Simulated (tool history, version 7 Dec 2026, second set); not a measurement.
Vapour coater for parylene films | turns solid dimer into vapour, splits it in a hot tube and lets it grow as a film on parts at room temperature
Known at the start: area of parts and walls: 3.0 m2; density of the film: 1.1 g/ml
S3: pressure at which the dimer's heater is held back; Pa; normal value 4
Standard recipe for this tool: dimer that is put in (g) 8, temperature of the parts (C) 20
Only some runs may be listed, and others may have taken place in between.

run 1 day=0.000 | dimer_that_is_put_in_(g)=8 temperature_of_the_parts_(C)=20 S3=4 | thickness_of_the_film_(um)=1.74
run 2 day=2.929 | dimer_that_is_put_in_(g)=8 temperature_of_the_parts_(C)=20 S3=4 | thickness_of_the_film_(um)=1.70
run 3 day=4.512 | dimer_that_is_put_in_(g)=8 temperature_of_the_parts_(C)=20 S3=4 | thickness_of_the_film_(um)=1.71
run 4 day=6.562 | dimer_that_is_put_in_(g)=8 temperature_of_the_parts_(C)=20 S3=4 | thickness_of_the_film_(um)=1.68
run 5 day=9.517 | dimer_that_is_put_in_(g)=8 temperature_of_the_parts_(C)=20 S3=4 | thickness_of_the_film_(um)=1.64
-- day=11.542 trap's valve overhauled
run 6 day=12.325 | dimer_that_is_put_in_(g)=8 temperature_of_the_parts_(C)=28 S3=4 | thickness_of_the_film_(um)=1.18
run 7 day=15.529 | dimer_that_is_put_in_(g)=8 temperature_of_the_parts_(C)=20 S3=4 | thickness_of_the_film_(um)=1.49
run 8 day=18.408 | dimer_that_is_put_in_(g)=8 temperature_of_the_parts_(C)=20 S3=4 | thickness_of_the_film_(um)=1.47
run 9 day=19.933 | dimer_that_is_put_in_(g)=5 temperature_of_the_parts_(C)=20 S3=4 | thickness_of_the_film_(um)=0.90
run 10 day=22.633 | dimer_that_is_put_in_(g)=13 temperature_of_the_parts_(C)=20 S3=4 | thickness_of_the_film_(um)=2.33
run 11 day=24.500 | dimer_that_is_put_in_(g)=13 temperature_of_the_parts_(C)=20 S3=4 | thickness_of_the_film_(um)=2.25

Predict the results of run 12:
run 12 day=26.871 | dimer_that_is_put_in_(g)=6 temperature_of_the_parts_(C)=14 S3=4 | thickness_of_the_film_(um)=?

Run 12 measured thickness of the film (um) 1.22.
With no hidden state in the tool, this same run would have given thickness of the film (um) 1.66.
